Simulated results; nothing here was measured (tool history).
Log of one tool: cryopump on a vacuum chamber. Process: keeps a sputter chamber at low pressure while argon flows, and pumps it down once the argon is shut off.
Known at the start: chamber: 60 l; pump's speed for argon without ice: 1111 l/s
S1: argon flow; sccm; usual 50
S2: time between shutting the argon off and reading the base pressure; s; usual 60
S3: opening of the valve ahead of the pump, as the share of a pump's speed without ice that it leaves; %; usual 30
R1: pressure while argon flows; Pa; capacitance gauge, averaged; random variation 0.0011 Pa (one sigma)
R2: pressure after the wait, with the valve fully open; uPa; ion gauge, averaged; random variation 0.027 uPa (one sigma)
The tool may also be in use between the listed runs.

| run | day | S1 | S2 | S3 | R1 | R2 |
|---|---|---|---|---|---|---|
| 1 | 0 | 50 | 60 | 30 | 0.2552 | 3.46 |
| 2 | 1.279 | 50 | 60 | 30 | 0.2549 | 3.43 |
| 3 | 2.2 | 50 | 60 | 30 | 0.2563 | 3.54 |
| 4 | 3.112 | 50 | 60 | 26 | 0.2954 | 3.67 |
| 5 | 3.871 | 88 | 60 | 26 | 0.5211 | 3.62 |
| 6 | 4.696 | 50 | 113 | 30 | 0.2581 | 3.29 |
| 7 | 5.325 | 50 | 113 | 30 | 0.2555 | 3.37 |
| 8 | 5.992 | 50 | 113 | 30 | 0.2567 | 3.33 |
| 9 | 7.004 | 64 | 60 | 30 | 0.3284 | 4.01 |
| 10 | 7.571 | 64 | 60 | 30 | 0.328 | 4.11 |
| 11 | 8.288 | 50 | 60 | 30 | 0.2591 | 4.13 |
| 12 | 8.892 | 50 | 60 | 30 | 0.2585 | 4.1 |
| 13 | 10.146 | 38 | 60 | 30 | 0.1965 | 4.14 |
| 14 | 11.133 | 38 | 60 | 30 | 0.1959 | 4.18 |
| 15 | 11.858 | 22 | 60 | 30 | 0.1142 | 4.46 |
| 16 | 12.975 | 50 | 60 | 35 | 0.223 | 4.47 |
| 17 | 13.771 | 50 | 60 | 35 | 0.2227 | 4.55 |
| 18 | 14.35 | 50 | 60 | 30 | 0.2605 | 4.52 |
| 19 | 15.65 | 50 | 60 | 30 | 0.2604 | 4.79 |
| 20 | 16.342 | 52 | 49 | 20 | 0.402 | 5.05 |
| 21 | 17.446 | 52 | 49 | 20 | 0.4005 | 5.08 |
| 22 | 18.546 | 34 | 106 | 19 | 0.2783 | 4.57 |
| 23 | 19.567 | 34 | 106 | 19 | 0.2787 | 4.51 |
| 24 | 20.317 | 34 | 106 | 19 | 0.2783 | 4.63 |
|  | 20.533 | leaking fittings of the chamber tightened, without venting |
| 25 | 21.721 | 23 | 47 | 30 | 0.1213 | 1.69 |
| 26 | 22.421 | 23 | 32 | 25 | 0.1448 | 2.2 |
| 27 | 23.067 | 51 | 75 | 19 | 0.4202 | 1.33 |
| 28 | 23.646 | 51 | 75 | 19 | 0.4203 | 1.35 |
| 29 | 24.962 | 32 | 75 | 29 | 0.1749 | 1.52 |
| 30 | 26.054 | 32 | 75 | 29 | 0.1761 | 1.56 |
| 31 | 26.979 | 32 | 75 | 29 | 0.1764 | 1.66 |
| 32 | 28.029 | 71 | 25 | 47 | 0.2478 | 3.16 |
| 33 | 28.717 | 22 | 53 | 52 | 0.0705 | 2.07 |
| 34 | 29.571 | 24 | 103 | 26 | 0.1482 | 1.67 |
| 35 | 30.529 | 24 | 289 | 30 | 0.129 | 1.31 |

Hidden state or all else? Some run-to-run changes of R1, split into what the settings, what came in and random variation would give without the hidden state, and what is left for the hidden state (with any gauge scatter that isn't in both results):
The hidden state here: pump's speed, % of a pump's without ice; cold plate's temperature, K; leak into the chamber, uPa l/s; drift of the gauge itself on working_pa, %; drift of the gauge itself on base_upa, %.
Run 5 -> 6: S1 88 -> 50, S2 60 -> 113, S3 26 -> 30. R1 -0.263 Pa: hidden state -0.0015, all else -0.2615.
Run 26 -> 27: S1 23 -> 51, S2 32 -> 75, S3 25 -> 19. R1 +0.2754 Pa: hidden state +0.006, all else +0.2694.
Run 28 -> 29: S1 51 -> 32, S3 19 -> 29. R1 -0.2454 Pa: hidden state -0.0038, all else -0.2416.
Run 31 -> 32: S1 32 -> 71, S2 75 -> 25, S3 29 -> 47. R1 +0.0714 Pa: hidden state +0.0102, all else +0.0612.
Run 32 -> 33: S1 71 -> 22, S2 25 -> 53, S3 47 -> 52. R1 -0.1773 Pa: hidden state -0.0123, all else -0.165.

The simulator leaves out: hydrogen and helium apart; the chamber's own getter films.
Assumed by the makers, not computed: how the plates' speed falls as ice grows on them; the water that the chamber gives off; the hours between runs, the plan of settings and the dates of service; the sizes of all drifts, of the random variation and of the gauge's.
